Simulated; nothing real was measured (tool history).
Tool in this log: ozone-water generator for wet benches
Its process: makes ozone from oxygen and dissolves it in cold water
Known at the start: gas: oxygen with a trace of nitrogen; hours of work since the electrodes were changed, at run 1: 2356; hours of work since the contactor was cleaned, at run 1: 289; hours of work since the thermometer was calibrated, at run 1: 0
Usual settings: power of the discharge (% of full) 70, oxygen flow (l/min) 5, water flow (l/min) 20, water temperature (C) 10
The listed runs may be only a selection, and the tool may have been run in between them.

run	hour	power of the discharge (% of full)	oxygen flow (l/min)	water flow (l/min)	water temperature (C)	hours of work since the electrodes were changed	hours of work since the contactor was cleaned	hours of work since the thermometer was calibrated	dissolved ozone (ppm)	ozone in the gas ahead of the water (g/m3)
1	0	70	5	20	10	2356	289	0	20.7	179
2	216.5	70	5	20	10	2563	496	207	20.5	175.9
3	367.7	70	5	20	10	2708	641	352	20.4	175.4
4	504.5	70	5	20	10	2838	771	482	20.4	174.1
5	608.5	70	5	20	10	2938	871	582	20.1	174.7
6	804.5	70	5	17	10	3125	1058	769	22.6	170.7
7	1042.1	70	5	20	10	3353	1286	997	19.6	170.8
8	1208.9	70	5	20	10	3512	1445	1156	19.4	167.8
9	1420.6	70	2.75	20	10	3715	1648	1359	16.4	213.8
10	1625.3	70	5	20	10	3910	1843	1554	18.7	167.4
11	1853.9	70	5	20	10	4129	2062	1773	18.3	162.7
12	2089.1	53	5	20	10	4354	2287	1998	15.7	138.1
13	2285.2	53	5	20	10	4542	2475	2186	15.5	138.7
14	2507.9	81	6.14	20	17	4755	2687	2399	18	157.2
# hour 2521.2: water thermometer calibrated
15	2622.4	73	5	20	7	4863	2796	97	18.3	158.6
16	2811.9	60	5	20	10	5045	2978	278	15.8	143.9
# hour 2860.8: water thermometer calibrated, once more
17	2949.8	70	5	20	5	5176	3109	85	17.8	155.2
18	3105.4	63	5	20	10	5325	3258	234	15.8	146.2
19	3209.9	63	5	20	10	5425	3358	334	15.8	145.3
# hour 3363.9: electrodes of the discharge changed
20	3381.8	63	5	20	10	17	3517	493	20.6	187.4
21	3604.8	66	3.9	20	10	230	3730	706	19.8	214.2
# hour 3620.8: contactor cleaned
22	3785.1	66	3.9	20	10	399	157	874	21.3	214.3
23	3888	43	5	15	16	497	256	973	19.5	144.2

Results per run with the tool's hidden condition removed, run-to-run variation unchanged:
What the log doesn't record here: yield of the discharge, % of new electrodes'; contactor's efficiency, % of a clean one's; true water temperature over the reading, C; drift of the gauge itself on ozone_ppm, %; drift of the gauge itself on gas_g_m3, %.
run	dissolved ozone (ppm)	ozone in the gas ahead of the water (g/m3)
1	23.8	202.2
2	23.9	200.8
3	24.1	201.6
4	24.2	201.3
5	24	203.1
6	27.4	200.5
7	24.2	202.5
8	24.2	200.8
9	20.8	258.6
10	24.1	204.4
11	23.9	201.1
12	20	166.1
13	20.1	168.2
14	25.1	205.1
15	25.6	205.3
16	21.7	182.5
17	25.3	203
18	22.3	189.3
19	22.4	189.4
20	22.4	187
21	21.9	215.6
22	21.7	217.3
23	19.9	146.1
